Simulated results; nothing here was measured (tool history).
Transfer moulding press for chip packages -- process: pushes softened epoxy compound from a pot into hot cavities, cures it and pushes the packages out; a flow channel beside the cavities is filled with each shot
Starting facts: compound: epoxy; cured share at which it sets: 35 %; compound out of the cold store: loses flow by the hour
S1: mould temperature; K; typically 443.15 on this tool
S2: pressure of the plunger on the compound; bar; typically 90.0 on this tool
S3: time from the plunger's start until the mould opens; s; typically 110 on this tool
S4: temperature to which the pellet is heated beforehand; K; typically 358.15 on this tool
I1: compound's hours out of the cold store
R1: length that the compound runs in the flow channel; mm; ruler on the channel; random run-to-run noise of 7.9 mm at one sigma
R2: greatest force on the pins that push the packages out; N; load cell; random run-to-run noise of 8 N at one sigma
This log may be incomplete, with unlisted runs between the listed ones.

| run | day | S1 | S2 | S3 | S4 | I1 | R1 | R2 |
|---|---|---|---|---|---|---|---|---|
| 1 | 0.000 | 443.15 | 90.0 | 110 | 358.15 | 14.8 | 929 | 666 |
|  | 1.162 | cavities cleaned with cleaning compound and waxed |
| 2 | 3.504 | 443.15 | 90.0 | 110 | 358.15 | 47.5 | 822 | 602 |
|  | 6.004 | cavities cleaned with cleaning compound and waxed |
| 3 | 6.817 | 443.15 | 90.0 | 110 | 358.15 | 47.3 | 832 | 460 |
| 4 | 8.517 | 443.15 | 90.0 | 110 | 358.15 | 23.2 | 886 | 605 |
|  | 10.708 | cavities cleaned with cleaning compound and waxed |
| 5 | 11.958 | 443.15 | 90.0 | 110 | 358.15 | 44.8 | 830 | 506 |
| 6 | 15.050 | 443.15 | 90.0 | 110 | 358.15 | 18.3 | 869 | 723 |
|  | 15.375 | cavities cleaned with cleaning compound and waxed |
|  | 16.325 | mould's thermocouples calibrated |
| 7 | 19.004 | 448.15 | 101.5 | 98 | 358.15 | 16.0 | 895 | 610 |
|  | 20.233 | cavities cleaned with cleaning compound and waxed |
|  | 20.825 | plunger's sealing rings changed |
| 8 | 21.458 | 443.15 | 90.0 | 148 | 351.15 | 8.6 | 948 | 433 |
| 9 | 24.596 | 437.15 | 75.3 | 121 | 353.15 | 20.3 | 856 | 838 |
|  | 25.204 | cavities cleaned with cleaning compound and waxed |
| 10 | 27.642 | 437.15 | 75.3 | 134 | 356.15 | 16.7 | 861 | 624 |
|  | 30.038 | cavities cleaned with cleaning compound and waxed |
| 11 | 30.329 | 437.15 | 75.3 | 139 | 356.15 | 40.9 | 805 | 394 |

Below are 5 alternative next runs, each starting from the tool's condition after run 11. Predict each:
| A | 32.754 | 439.15 | 99.3 | 145 | 356.15 | 24.0 | ? | ? |
| B | 32.754 | 437.15 | 85.5 | 121 | 356.15 | 29.6 | ? | ? |
| C | 32.754 | 443.15 | 85.2 | 98 | 358.15 | 20.9 | ? | ? |
| D | 32.754 | 443.15 | 90.0 | 104 | 368.15 | 47.7 | ? | ? |
| E | 32.754 | 445.15 | 90.0 | 124 | 358.15 | 35.4 | ? | ? |

| run | R1 | R2 |
|---|---|---|
| A | 955 | 583 |
| B | 878 | 717 |
| C | 862 | 734 |
| D | 830 | 676 |
| E | 850 | 554 |
With the hidden condition removed and each run's random variation left untouched, the same runs would have given:
| run | R1 | R2 |
|---|---|---|
| A | 992 | 313 |
| B | 913 | 381 |
| C | 896 | 392 |
| D | 863 | 364 |
| E | 884 | 298 |
